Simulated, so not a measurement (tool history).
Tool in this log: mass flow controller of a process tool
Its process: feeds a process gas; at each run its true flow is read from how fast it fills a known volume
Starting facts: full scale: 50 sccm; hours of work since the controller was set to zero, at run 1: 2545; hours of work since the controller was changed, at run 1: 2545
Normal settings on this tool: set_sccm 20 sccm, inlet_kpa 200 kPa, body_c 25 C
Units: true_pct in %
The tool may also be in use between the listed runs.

| run | hour | set_sccm | inlet_kpa | body_c | hours of work since the controller was set to zero | hours of work since the controller was changed | true_pct |
|---|---|---|---|---|---|---|---|
| 1 | 0 | 20 | 200 | 25 | 2545 | 2545 | 96.2 |
| 2 | 119.6 | 6 | 200 | 25 | 2587 | 2587 | 92.69 |
| 3 | 310.2 | 6 | 200 | 25 | 2654 | 2654 | 92.53 |
| 4 | 541.2 | 6 | 200 | 25 | 2736 | 2736 | 92.47 |
| 5 | 671.8 | 6 | 200 | 25 | 2782 | 2782 | 92.4 |
| 6 | 775 | 6 | 200 | 25 | 2819 | 2819 | 92.4 |
| 7 | 904.1 | 20 | 200 | 25 | 2864 | 2864 | 95.87 |
| 8 | 1017.9 | 20 | 200 | 25 | 2904 | 2904 | 95.89 |
| 9 | 1184.2 | 21 | 200 | 26 | 2963 | 2963 | 95.92 |
| 10 | 1404.6 | 20 | 205 | 31 | 3041 | 3041 | 95.4 |
| 11 | 1550.8 | 20 | 205 | 31 | 3093 | 3093 | 95.42 |
| 12 | 1727 | 20 | 205 | 31 | 3155 | 3155 | 95.5 |
| 13 | 1917.7 | 13 | 205 | 31 | 3222 | 3222 | 94.15 |
| 14 | 2056.8 | 5 | 231 | 25 | 3271 | 3271 | 90.93 |
| 15 | 2177.9 | 5 | 143 | 22 | 3314 | 3314 | 90.47 |
| 16 | 2330.9 | 8 | 143 | 22 | 3368 | 3368 | 92.64 |

The logged runs with the hidden state left out (each run's random variation unchanged):
Hidden conditions of the tool in this case: flow at rest that the sensor doesn't see, % of full scale; true flow over the shown one, %; drift of the gauge itself on true_pct, %.
| run | true_pct |
|---|---|
| 1 | 98.02 |
| 2 | 96.92 |
| 3 | 96.88 |
| 4 | 96.93 |
| 5 | 96.92 |
| 6 | 96.98 |
| 7 | 97.9 |
| 8 | 97.95 |
| 9 | 97.96 |
| 10 | 97.56 |
| 11 | 97.61 |
| 12 | 97.73 |
| 13 | 97.1 |
| 14 | 97.03 |
| 15 | 96.64 |
| 16 | 96.96 |
